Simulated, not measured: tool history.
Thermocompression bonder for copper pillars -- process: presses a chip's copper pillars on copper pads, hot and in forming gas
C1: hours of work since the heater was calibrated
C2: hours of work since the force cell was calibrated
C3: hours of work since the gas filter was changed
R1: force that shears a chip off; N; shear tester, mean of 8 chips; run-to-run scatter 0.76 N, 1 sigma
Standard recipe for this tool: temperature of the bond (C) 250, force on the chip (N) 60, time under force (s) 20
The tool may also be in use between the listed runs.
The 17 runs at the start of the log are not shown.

Run 18, day 18.225: usual settings but temperature of the bond (C) 260, time under force (s) 45; C1 858; C2 131; C3 130. Result: R1 119.9 N.
Run 19, day 19.092: usual settings but temperature of the bond (C) 260, time under force (s) 45; C1 870; C2 144; C3 142. Result: R1 120.3 N.
Run 20, day 20.054: usual settings but temperature of the bond (C) 260, time under force (s) 45; C1 884; C2 158; C3 156. Result: R1 119.4 N.
Run 21, day 21.404: usual settings but temperature of the bond (C) 220, time under force (s) 19; C1 904; C2 177; C3 176. Result: R1 55.3 N.
Run 22, day 22.662: usual settings but temperature of the bond (C) 220, time under force (s) 19; C1 922; C2 195; C3 194. Result: R1 56.0 N.
Run 23, day 23.508: usual settings but temperature of the bond (C) 262, force on the chip (N) 41, time under force (s) 33; C1 934; C2 208; C3 206. Result: R1 87.3 N.
Run 24, day 24.979: usual settings but temperature of the bond (C) 230, force on the chip (N) 41, time under force (s) 24; C1 956; C2 229; C3 227. Result: R1 49.6 N.
Run 25, day 25.717: usual settings but temperature of the bond (C) 273, force on the chip (N) 41, time under force (s) 24; C1 966; C2 239; C3 238. Result: R1 88.3 N.
Run 26, day 26.879: usual settings but temperature of the bond (C) 273, force on the chip (N) 41, time under force (s) 24; C1 983; C2 256; C3 255. Result: R1 88.8 N.
Run 27, day 27.746: usual settings but temperature of the bond (C) 273, force on the chip (N) 41, time under force (s) 24; C1 996; C2 269; C3 267. Result: R1 89.6 N.
Run 28, day 28.375: usual settings but temperature of the bond (C) 273, force on the chip (N) 41, time under force (s) 24; C1 1005; C2 278; C3 276. Result: R1 88.8 N.
Run 29, day 29.412: usual settings but temperature of the bond (C) 246, force on the chip (N) 49, time under force (s) 17; C1 1020; C2 293; C3 291. Result: R1 65.6 N.
Run 30, day 30.829: usual settings but temperature of the bond (C) 246, force on the chip (N) 61, time under force (s) 29; C1 1040; C2 313; C3 312. Result: R1 96.4 N.
Run 31, day 32.275: usual settings but force on the chip (N) 62, time under force (s) 40; C1 1061; C2 334; C3 333. Result: R1 109.9 N.
Run 32, day 33.321: usual settings but temperature of the bond (C) 260, force on the chip (N) 71, time under force (s) 43; C1 1076; C2 349; C3 348. Result: R1 128.1 N.
At day 34.338: forming gas filter changed.
Run 33, day 34.367: usual settings but temperature of the bond (C) 243, force on the chip (N) 61; C1 1091; C2 364; C3 0. Result: R1 81.2 N.
Run 34, day 35.471: usual settings but temperature of the bond (C) 257, force on the chip (N) 74, time under force (s) 27; C1 1107; C2 380; C3 16. Result: R1 119.0 N.
Run 35, day 36.725: usual settings but temperature of the bond (C) 257, force on the chip (N) 40, time under force (s) 27; C1 1125; C2 398; C3 35. Result: R1 75.9 N.
Run 36, day 37.596: usual settings but temperature of the bond (C) 273, force on the chip (N) 41, time under force (s) 17; C1 1138; C2 411; C3 47. Result: R1 80.0 N.
Run 37, day 39.021: usual settings but force on the chip (N) 49, time under force (s) 55; C1 1158; C2 432; C3 68. Result: R1 100.6 N.
Run 38, day 40.442: usual settings but temperature of the bond (C) 262, force on the chip (N) 57, time under force (s) 10; C1 1179; C2 452; C3 88. Result: R1 78.9 N.
Run 39, day 41.183: usual settings but temperature of the bond (C) 227, time under force (s) 27; C1 1190; C2 463; C3 99. Result: R1 72.3 N.

Below are 3 alternative next runs, each starting from the tool's condition after run 39. Predict each:
Run A, day 41.996: usual settings but temperature of the bond (C) 273, force on the chip (N) 37, time under force (s) 14; C1 1201; C2 475; C3 111. Result: R1 ?.
Run B, day 41.996: usual settings but temperature of the bond (C) 259; C1 1201; C2 475; C3 111. Result: R1 ?.
Run C, day 41.996: usual settings but temperature of the bond (C) 227, force on the chip (N) 84, time under force (s) 27; C1 1201; C2 475; C3 111. Result: R1 ?.

run    R1
  A  68.3
  B  99.3
  C  96.0
Had the tool no hidden state, the same runs would have come out as:
run    R1
  A  68.5
  B  99.4
  C  96.2
